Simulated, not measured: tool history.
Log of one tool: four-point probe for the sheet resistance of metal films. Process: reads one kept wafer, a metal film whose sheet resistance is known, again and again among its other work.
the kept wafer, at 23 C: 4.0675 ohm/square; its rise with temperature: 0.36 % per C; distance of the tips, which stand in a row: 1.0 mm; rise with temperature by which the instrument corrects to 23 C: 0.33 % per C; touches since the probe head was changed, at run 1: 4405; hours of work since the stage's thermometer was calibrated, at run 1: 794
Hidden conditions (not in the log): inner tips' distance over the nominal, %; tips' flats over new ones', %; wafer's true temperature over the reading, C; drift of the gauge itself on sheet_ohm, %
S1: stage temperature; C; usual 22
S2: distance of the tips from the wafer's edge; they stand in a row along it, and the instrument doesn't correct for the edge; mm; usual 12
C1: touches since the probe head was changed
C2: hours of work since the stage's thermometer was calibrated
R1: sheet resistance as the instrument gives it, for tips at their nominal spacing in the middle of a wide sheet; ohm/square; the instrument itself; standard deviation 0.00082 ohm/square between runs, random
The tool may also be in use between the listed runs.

run   hour  S1  S2     C1   C2        R1
  1      0  22  12   4405  794  4.068648
  2   13.7  22  12   4788  800  4.068432
  3   37.7  22  69   5463  810  4.054578
  4   64.8  22  69   6220  822  4.053927
  5   85.8  26  12   6809  831  4.073506
  6  104.5  22  20   7336  839  4.059287
  7  126.1  22  20   7941  849  4.059867
  8    144  22  20   8442  856  4.058516
  9  170.4  22  20   9181  868  4.058159
 10  182.5  22  20   9521  873  4.060123
 11  200.2  22  12  10016  881  4.068637
     202.6  -- stage's thermometer calibrated
 12    222  22   3  10612    8  4.279749
 13  233.8  22   3  10946   14  4.281016
 14  260.3  22   3  11688   25  4.281268
 15  288.2  22  24  12469   37  4.057189
 16  301.6  22  24  12845   43  4.055057
 17  323.3  22  24  13454   52     4.057
 18  337.1  22  24  13838   58  4.056505
 19  353.9  22  24  14310   65  4.056418
     366.4  -- stage's thermometer calibrated, once more
 20  370.7  22  24  14767    2  4.062601
 21  393.2  22  24  15397   12  4.061615
 22  420.5  22  24  16164   23  4.063491
 23  443.4  22  10  16804   33  4.082072
 24  466.2  30   8  17445   43  4.103091
 25  482.8  30   8  17910   50  4.102011
 26  505.6  30   8  18548   60  4.103069
 27  519.6  19   9  18941   66  4.082568
 28  536.2  30   3  19405   73  4.298701
 29  554.4  28   4  19917   81   4.20096
 30  576.4  21  48  20532   91   4.05977
 31  604.6  22   7  21323  103  4.104779
 32  626.1  19  45  21925  112  4.057987
 33  650.3  19  45  22605  123  4.057194
 34  664.2  35  45  22993  129  4.076611
 35  689.8  34  67  23712  140  4.075735
 36    704  34  67  24110  146  4.077477
 37  720.8  29  66  24580  153  4.070597
 38  737.9  28   9  25061  161  4.095072
 39  754.6  24  42  25527  168  4.064833

4 ways to go on from here, each from the tool as it stands after run 39. What would each give?
  A  773.2  19  74  26049  176   ?
  B  773.2  29  11  26049  176   ?
  C  773.2  34  28  26049  176   ?
  D  773.2  31  31  26049  176   ?

run        R1
  A  4.058075
  B  4.087727
  C   4.07791
  D  4.074346
Without the tool's hidden state the same runs would have given:
run        R1
  A  4.063254
  B  4.092939
  C  4.083109
  D  4.079542

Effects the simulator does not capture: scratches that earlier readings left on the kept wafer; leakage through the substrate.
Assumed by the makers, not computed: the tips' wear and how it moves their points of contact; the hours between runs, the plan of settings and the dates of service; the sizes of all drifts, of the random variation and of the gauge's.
